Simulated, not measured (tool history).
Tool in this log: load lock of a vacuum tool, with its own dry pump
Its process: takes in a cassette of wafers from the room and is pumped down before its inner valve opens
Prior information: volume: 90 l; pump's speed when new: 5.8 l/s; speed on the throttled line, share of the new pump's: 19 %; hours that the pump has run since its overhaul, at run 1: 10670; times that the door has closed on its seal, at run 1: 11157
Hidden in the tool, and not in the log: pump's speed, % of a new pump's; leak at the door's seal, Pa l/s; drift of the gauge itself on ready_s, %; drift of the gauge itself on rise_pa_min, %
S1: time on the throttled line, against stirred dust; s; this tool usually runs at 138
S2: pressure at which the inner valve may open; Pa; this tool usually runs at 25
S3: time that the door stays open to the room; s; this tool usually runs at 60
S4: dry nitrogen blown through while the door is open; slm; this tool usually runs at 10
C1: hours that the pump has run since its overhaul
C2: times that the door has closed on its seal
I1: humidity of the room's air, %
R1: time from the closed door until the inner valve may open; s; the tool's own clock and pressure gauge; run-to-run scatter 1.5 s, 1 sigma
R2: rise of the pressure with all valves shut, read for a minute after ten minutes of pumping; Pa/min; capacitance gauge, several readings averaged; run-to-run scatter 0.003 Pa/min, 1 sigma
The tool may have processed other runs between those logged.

{"run": 1, "hour": 0.0, "S1": 138, "S2": 25, "S3": 60, "S4": 10, "C1": 10670, "C2": 11157, "I1": 45.2, "R1": 257.0, "R2": 0.038}
{"run": 2, "hour": 84.6, "S1": 138, "S2": 25, "S3": 60, "S4": 10, "C1": 10754, "C2": 11450, "I1": 43.9, "R1": 256.9, "R2": 0.041}
{"run": 3, "hour": 132.3, "S1": 138, "S2": 25, "S3": 60, "S4": 10, "C1": 10802, "C2": 11615, "I1": 46.5, "R1": 256.3, "R2": 0.046}
{"run": 4, "hour": 241.2, "S1": 138, "S2": 25, "S3": 60, "S4": 10, "C1": 10911, "C2": 11992, "I1": 42.2, "R1": 256.4, "R2": 0.045}
{"run": 5, "hour": 347.0, "S1": 138, "S2": 25, "S3": 60, "S4": 10, "C1": 11017, "C2": 12358, "I1": 45.2, "R1": 255.5, "R2": 0.043}
{"run": 6, "hour": 458.2, "S1": 138, "S2": 25, "S3": 60, "S4": 10, "C1": 11128, "C2": 12743, "I1": 44.1, "R1": 257.9, "R2": 0.051}
{"run": 7, "hour": 533.5, "S1": 138, "S2": 25, "S3": 60, "S4": 10, "C1": 11203, "C2": 13004, "I1": 45.4, "R1": 256.4, "R2": 0.048}
{"run": 8, "hour": 610.6, "S1": 138, "S2": 25, "S3": 60, "S4": 10, "C1": 11280, "C2": 13271, "I1": 44.2, "R1": 256.3, "R2": 0.042}
{"run": 9, "hour": 690.2, "S1": 138, "S2": 25, "S3": 60, "S4": 10, "C1": 11360, "C2": 13546, "I1": 48.9, "R1": 257.2, "R2": 0.047}
{"run": 10, "hour": 760.4, "S1": 138, "S2": 25, "S3": 60, "S4": 10, "C1": 11430, "C2": 13789, "I1": 48.3, "R1": 258.2, "R2": 0.051}
{"run": 11, "hour": 836.5, "S1": 138, "S2": 25, "S3": 60, "S4": 10, "C1": 11506, "C2": 14052, "I1": 43.7, "R1": 255.7, "R2": 0.054}
{"run": 12, "hour": 926.8, "S1": 138, "S2": 25, "S3": 60, "S4": 10, "C1": 11597, "C2": 14365, "I1": 45.4, "R1": 256.6, "R2": 0.05}
{"run": 13, "hour": 1030.2, "S1": 138, "S2": 25, "S3": 60, "S4": 10, "C1": 11700, "C2": 14723, "I1": 44.1, "R1": 257.4, "R2": 0.054}
{"run": 14, "hour": 1140.0, "S1": 138, "S2": 25, "S3": 60, "S4": 10, "C1": 11810, "C2": 15103, "I1": 45.5, "R1": 259.1, "R2": 0.061}
{"run": 15, "hour": 1224.3, "S1": 138, "S2": 25, "S3": 85, "S4": 10, "C1": 11894, "C2": 15394, "I1": 42.6, "R1": 256.0, "R2": 0.059}
{"run": 16, "hour": 1287.7, "S1": 138, "S2": 25, "S3": 85, "S4": 10, "C1": 11957, "C2": 15614, "I1": 45.8, "R1": 261.0, "R2": 0.062}
{"run": 17, "hour": 1347.5, "S1": 138, "S2": 25, "S3": 85, "S4": 10, "C1": 12017, "C2": 15821, "I1": 45.3, "R1": 259.2, "R2": 0.062}
{"run": 18, "hour": 1430.6, "S1": 138, "S2": 25, "S3": 60, "S4": 10, "C1": 12100, "C2": 16109, "I1": 46.2, "R1": 255.6, "R2": 0.055}
{"run": 19, "hour": 1513.4, "S1": 260, "S2": 48, "S3": 60, "S4": 28, "C1": 12183, "C2": 16395, "I1": 44.4, "R1": 340.1, "R2": 0.057}
{"run": 20, "hour": 1594.1, "S1": 138, "S2": 38, "S3": 29, "S4": 4, "C1": 12264, "C2": 16674, "I1": 43.7, "R1": 249.6, "R2": 0.065}
{"run": 21, "hour": 1641.2, "S1": 71, "S2": 25, "S3": 26, "S4": 23, "C1": 12311, "C2": 16837, "I1": 43.8, "R1": 204.1, "R2": 0.058}
{"run": 22, "hour": 1701.8, "S1": 75, "S2": 25, "S3": 90, "S4": 10, "C1": 12371, "C2": 17047, "I1": 46.2, "R1": 208.0, "R2": 0.066}
{"run": 23, "hour": 1812.9, "S1": 138, "S2": 25, "S3": 168, "S4": 10, "C1": 12483, "C2": 17432, "I1": 46.1, "R1": 258.7, "R2": 0.071}
{"run": 24, "hour": 1896.5, "S1": 97, "S2": 25, "S3": 27, "S4": 10, "C1": 12566, "C2": 17721, "I1": 48.7, "R1": 226.2, "R2": 0.067}
{"run": 25, "hour": 1988.8, "S1": 97, "S2": 25, "S3": 27, "S4": 10, "C1": 12659, "C2": 18041, "I1": 46.3, "R1": 229.8, "R2": 0.065}
{"run": 26, "hour": 2052.1, "S1": 138, "S2": 25, "S3": 174, "S4": 10, "C1": 12722, "C2": 18260, "I1": 44.8, "R1": 257.4, "R2": 0.071}
{"run": 27, "hour": 2136.0, "S1": 83, "S2": 25, "S3": 58, "S4": 10, "C1": 12806, "C2": 18550, "I1": 48.3, "R1": 215.8, "R2": 0.068}
{"run": 28, "hour": 2185.3, "S1": 190, "S2": 25, "S3": 134, "S4": 10, "C1": 12855, "C2": 18721, "I1": 46.9, "R1": 301.6, "R2": 0.075}
{"run": 29, "hour": 2266.0, "S1": 83, "S2": 32, "S3": 60, "S4": 10, "C1": 12936, "C2": 19000, "I1": 46.4, "R1": 211.9, "R2": 0.076}
{"run": 30, "hour": 2332.0, "S1": 95, "S2": 25, "S3": 60, "S4": 8, "C1": 13002, "C2": 19228, "I1": 46.5, "R1": 226.5, "R2": 0.076}
{"run": 31, "hour": 2419.0, "S1": 95, "S2": 25, "S3": 60, "S4": 8, "C1": 13089, "C2": 19529, "I1": 46.4, "R1": 226.8, "R2": 0.073}
{"run": 32, "hour": 2499.2, "S1": 240, "S2": 33, "S3": 60, "S4": 9, "C1": 13169, "C2": 19807, "I1": 47.7, "R1": 337.1, "R2": 0.073}
{"run": 33, "hour": 2610.6, "S1": 98, "S2": 44, "S3": 35, "S4": 5, "C1": 13280, "C2": 20192, "I1": 43.2, "R1": 219.3, "R2": 0.078}
{"run": 34, "hour": 2698.6, "S1": 75, "S2": 25, "S3": 72, "S4": 10, "C1": 13368, "C2": 20497, "I1": 44.4, "R1": 210.9, "R2": 0.082}
{"run": 35, "hour": 2783.8, "S1": 89, "S2": 23, "S3": 72, "S4": 10, "C1": 13453, "C2": 20792, "I1": 46.3, "R1": 226.3, "R2": 0.083}
{"run": 36, "hour": 2840.6, "S1": 258, "S2": 27, "S3": 60, "S4": 10, "C1": 13510, "C2": 20988, "I1": 41.5, "R1": 349.4, "R2": 0.074}

Forecast each of these 3 alternatives for the next run:
{"run": "A", "hour": 2927.6, "S1": 205, "S2": 26, "S3": 60, "S4": 10, "C1": 13597, "C2": 21289, "I1": 44.2, "R1": "?", "R2": "?"}
{"run": "B", "hour": 2927.6, "S1": 231, "S2": 30, "S3": 60, "S4": 10, "C1": 13597, "C2": 21289, "I1": 41.5, "R1": "?", "R2": "?"}
{"run": "C", "hour": 2927.6, "S1": 150, "S2": 20, "S3": 60, "S4": 10, "C1": 13597, "C2": 21289, "I1": 40.5, "R1": "?", "R2": "?"}

run=A R1=314.2 R2=0.077
run=B R1=332.3 R2=0.077
run=C R1=271.3 R2=0.076
Stripped of hidden state, with their random variation kept, the same runs would have yielded:
run=A R1=296.3 R2=0.013
run=B R1=315.7 R2=0.014
run=C R1=251.2 R2=0.013

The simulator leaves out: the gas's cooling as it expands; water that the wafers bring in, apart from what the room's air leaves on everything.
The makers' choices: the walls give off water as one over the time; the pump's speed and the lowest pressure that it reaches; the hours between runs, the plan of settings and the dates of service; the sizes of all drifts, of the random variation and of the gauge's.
